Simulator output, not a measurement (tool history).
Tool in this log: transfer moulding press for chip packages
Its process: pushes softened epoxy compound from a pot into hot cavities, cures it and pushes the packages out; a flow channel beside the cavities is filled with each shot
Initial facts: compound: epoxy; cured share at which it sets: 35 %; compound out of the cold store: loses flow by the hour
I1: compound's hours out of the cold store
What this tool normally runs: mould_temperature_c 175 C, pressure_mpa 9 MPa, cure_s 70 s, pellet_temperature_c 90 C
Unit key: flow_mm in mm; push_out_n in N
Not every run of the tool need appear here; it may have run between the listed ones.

Run 1, hour 0: usual settings; I1 14.8. Result: flow_mm 608 mm, push_out_n 626 N.
Run 2, hour 8.6: usual settings; I1 16.9. Result: flow_mm 603 mm, push_out_n 713 N.
Run 3, hour 16.3: usual settings; I1 38.8. Result: flow_mm 541 mm, push_out_n 736 N.
Run 4, hour 25.4: usual settings; I1 24.1. Result: flow_mm 580 mm, push_out_n 891 N.
Run 5, hour 32: usual settings; I1 35.6. Result: flow_mm 540 mm, push_out_n 885 N.
Run 6, hour 39.4: usual settings but pellet_temperature_c 98 C; I1 30.1. Result: flow_mm 562 mm, push_out_n 912 N.
Run 7, hour 45.1: usual settings but pellet_temperature_c 98 C; I1 12.8. Result: flow_mm 612 mm, push_out_n 1006 N.
At hour 52.2: cavities cleaned with cleaning compound and waxed.
Run 8, hour 52.8: usual settings; I1 11.8. Result: flow_mm 612 mm, push_out_n 1276 N.
Run 9, hour 60.4: usual settings; I1 34.5. Result: flow_mm 542 mm, push_out_n 1146 N.
Run 10, hour 66.6: usual settings; I1 25.2. Result: flow_mm 577 mm, push_out_n 1192 N.
Run 11, hour 75.8: usual settings; I1 22.7. Result: flow_mm 581 mm, push_out_n 1186 N.
Run 12, hour 82.6: usual settings; I1 29.8. Result: flow_mm 554 mm, push_out_n 1142 N.
Run 13, hour 91.5: usual settings; I1 41.9. Result: flow_mm 521 mm, push_out_n 1098 N.
At hour 96.2: cavities cleaned with cleaning compound and waxed, once more.
Run 14, hour 98.5: usual settings but pressure_mpa 7.16 MPa; I1 21.8. Result: flow_mm 519 mm, push_out_n 642 N.
Run 15, hour 103.6: usual settings but pressure_mpa 7.16 MPa; I1 22.3. Result: flow_mm 515 mm, push_out_n 671 N.
Run 16, hour 107.7: usual settings but mould_temperature_c 178 C, pellet_temperature_c 81 C; I1 36.1. Result: flow_mm 534 mm, push_out_n 591 N.
Run 17, hour 114.7: usual settings but mould_temperature_c 178 C, pressure_mpa 8.91 MPa, pellet_temperature_c 100 C; I1 29.3. Result: flow_mm 545 mm, push_out_n 597 N.

Forecast run 18:
Run 18, hour 121.3: usual settings but mould_temperature_c 178 C, pressure_mpa 8.91 MPa, pellet_temperature_c 100 C; I1 12.2. Result: flow_mm ?, push_out_n ?.

Run 18 gave flow_mm 603 mm, push_out_n 666 N.
Had the tool carried no hidden state, the very same run would have given flow_mm 616 mm, push_out_n 458 N.
